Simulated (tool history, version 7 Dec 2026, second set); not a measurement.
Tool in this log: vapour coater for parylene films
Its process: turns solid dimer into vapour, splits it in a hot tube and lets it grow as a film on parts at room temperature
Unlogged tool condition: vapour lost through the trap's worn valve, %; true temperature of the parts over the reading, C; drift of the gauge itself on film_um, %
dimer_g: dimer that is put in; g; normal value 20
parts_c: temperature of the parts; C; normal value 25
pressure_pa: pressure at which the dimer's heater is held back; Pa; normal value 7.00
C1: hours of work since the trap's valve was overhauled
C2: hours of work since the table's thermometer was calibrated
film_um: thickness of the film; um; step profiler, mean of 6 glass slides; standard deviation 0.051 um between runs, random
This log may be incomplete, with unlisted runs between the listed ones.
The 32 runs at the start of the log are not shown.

{"run": 33, "day": 56.533, "dimer_g": 10, "parts_c": 27, "pressure_pa": 7.0, "C1": 278, "C2": 1812, "film_um": 3.82}
{"run": 34, "day": 58.775, "dimer_g": 10, "parts_c": 21, "pressure_pa": 8.5, "C1": 317, "C2": 1851, "film_um": 4.13}
{"run": 35, "day": 60.171, "dimer_g": 26, "parts_c": 33, "pressure_pa": 2.06, "C1": 341, "C2": 1876, "film_um": 10.9}
{"run": 36, "day": 61.129, "dimer_g": 24, "parts_c": 35, "pressure_pa": 9.0, "C1": 358, "C2": 1892, "film_um": 7.28}
{"day": 63.312, "done": "trap's valve overhauled"}
{"run": 37, "day": 63.488, "dimer_g": 14, "parts_c": 24, "pressure_pa": 11.56, "C1": 3, "C2": 1931, "film_um": 5.36}
{"run": 38, "day": 65.221, "dimer_g": 14, "parts_c": 24, "pressure_pa": 11.56, "C1": 33, "C2": 1961, "film_um": 5.29}
{"run": 39, "day": 66.417, "dimer_g": 14, "parts_c": 24, "pressure_pa": 11.56, "C1": 54, "C2": 1982, "film_um": 5.33}
{"run": 40, "day": 68.371, "dimer_g": 12, "parts_c": 36, "pressure_pa": 7.93, "C1": 88, "C2": 2016, "film_um": 3.78}
{"run": 41, "day": 70.612, "dimer_g": 12, "parts_c": 27, "pressure_pa": 4.26, "C1": 127, "C2": 2055, "film_um": 5.1}
{"run": 42, "day": 72.808, "dimer_g": 20, "parts_c": 17, "pressure_pa": 5.14, "C1": 166, "C2": 2093, "film_um": 10.07}
{"run": 43, "day": 73.812, "dimer_g": 31, "parts_c": 20, "pressure_pa": 11.0, "C1": 183, "C2": 2111, "film_um": 12.69}
{"run": 44, "day": 75.421, "dimer_g": 28, "parts_c": 25, "pressure_pa": 7.0, "C1": 211, "C2": 2139, "film_um": 11.08}
{"day": 77.446, "done": "table's thermometer calibrated"}
{"run": 45, "day": 77.538, "dimer_g": 28, "parts_c": 25, "pressure_pa": 7.0, "C1": 247, "C2": 2, "film_um": 11.23}
{"run": 46, "day": 79.162, "dimer_g": 18, "parts_c": 26, "pressure_pa": 7.0, "C1": 276, "C2": 30, "film_um": 7.1}
{"run": 47, "day": 80.45, "dimer_g": 8, "parts_c": 32, "pressure_pa": 11.12, "C1": 298, "C2": 52, "film_um": 2.5}
{"run": 48, "day": 82.438, "dimer_g": 36, "parts_c": 18, "pressure_pa": 4.24, "C1": 333, "C2": 87, "film_um": 17.93}

Forecast each of these 3 alternatives for the next run:
{"run": "A", "day": 83.85, "dimer_g": 20, "parts_c": 20, "pressure_pa": 2.34, "C1": 358, "C2": 112, "film_um": "?"}
{"run": "B", "day": 83.85, "dimer_g": 29, "parts_c": 26, "pressure_pa": 4.82, "C1": 358, "C2": 112, "film_um": "?"}
{"run": "C", "day": 83.85, "dimer_g": 29, "parts_c": 23, "pressure_pa": 2.83, "C1": 358, "C2": 112, "film_um": "?"}

run=A film_um=10.71
run=B film_um=12.18
run=C film_um=14.25
Had the tool no hidden state, the same runs would have come out as:
run=A film_um=11.24
run=B film_um=12.78
run=C film_um=14.95

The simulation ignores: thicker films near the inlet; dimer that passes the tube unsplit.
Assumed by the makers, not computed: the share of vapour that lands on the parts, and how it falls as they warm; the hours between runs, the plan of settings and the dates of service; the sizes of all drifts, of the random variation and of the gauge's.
